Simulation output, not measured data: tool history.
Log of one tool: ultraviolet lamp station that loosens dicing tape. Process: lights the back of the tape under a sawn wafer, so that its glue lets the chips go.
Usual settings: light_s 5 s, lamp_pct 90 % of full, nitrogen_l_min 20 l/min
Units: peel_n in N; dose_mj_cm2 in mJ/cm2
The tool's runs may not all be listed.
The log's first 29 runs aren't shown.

| run | hour | light_s | lamp_pct | nitrogen_l_min | hours of work of the lamp | hours of work since the window was cleaned | peel_n | dose_mj_cm2 |
|---|---|---|---|---|---|---|---|---|
| 30 | 606.8 | 7 | 87 | 35 | 475 | 456 | 0.111 | 527 |
| 31 | 626.8 | 4 | 81 | 20 | 483 | 464 | 1.079 | 284 |
|  | 645.7 | window cleaned of glue's vapour |
| 32 | 648.5 | 4 | 81 | 20 | 492 | 1 | 0.854 | 308 |
| 33 | 666.5 | 3 | 100 | 20 | 499 | 8 | 1.060 | 279 |
| 34 | 688.8 | 4 | 64 | 12 | 508 | 17 | 2.177 | 244 |
| 35 | 711.9 | 4 | 65 | 7 | 518 | 27 | 3.205 | 245 |
| 36 | 731.4 | 2 | 84 | 7 | 526 | 35 | 5.170 | 158 |
| 37 | 743.0 | 2 | 90 | 14 | 530 | 39 | 3.312 | 170 |
| 38 | 765.6 | 5 | 92 | 10 | 540 | 49 | 0.794 | 432 |
| 39 | 780.5 | 8 | 90 | 20 | 546 | 55 | 0.106 | 662 |
| 40 | 807.3 | 5 | 90 | 34 | 557 | 66 | 0.204 | 411 |
| 41 | 828.2 | 5 | 90 | 34 | 565 | 74 | 0.222 | 410 |
| 42 | 853.9 | 9 | 77 | 34 | 575 | 84 | 0.081 | 636 |
| 43 | 874.0 | 8 | 73 | 27 | 584 | 93 | 0.131 | 534 |

Forecast each of these 5 alternatives for the next run:
| A | 897.5 | 4 | 90 | 38 | 593 | 102 | ? | ? |
| B | 897.5 | 5 | 69 | 34 | 593 | 102 | ? | ? |
| C | 897.5 | 5 | 90 | 36 | 593 | 102 | ? | ? |
| D | 897.5 | 7 | 90 | 6 | 593 | 102 | ? | ? |
| E | 897.5 | 9 | 89 | 32 | 593 | 102 | ? | ? |

| run | peel_n | dose_mj_cm2 |
|---|---|---|
| A | 0.388 | 330 |
| B | 0.524 | 316 |
| C | 0.200 | 409 |
| D | 0.699 | 562 |
| E | 0.071 | 728 |
Without the tool's hidden state the same runs would have given:
| run | peel_n | dose_mj_cm2 |
|---|---|---|
| A | 0.193 | 415 |
| B | 0.265 | 397 |
| C | 0.104 | 515 |
| D | 0.365 | 708 |
| E | 0.065 | 918 |

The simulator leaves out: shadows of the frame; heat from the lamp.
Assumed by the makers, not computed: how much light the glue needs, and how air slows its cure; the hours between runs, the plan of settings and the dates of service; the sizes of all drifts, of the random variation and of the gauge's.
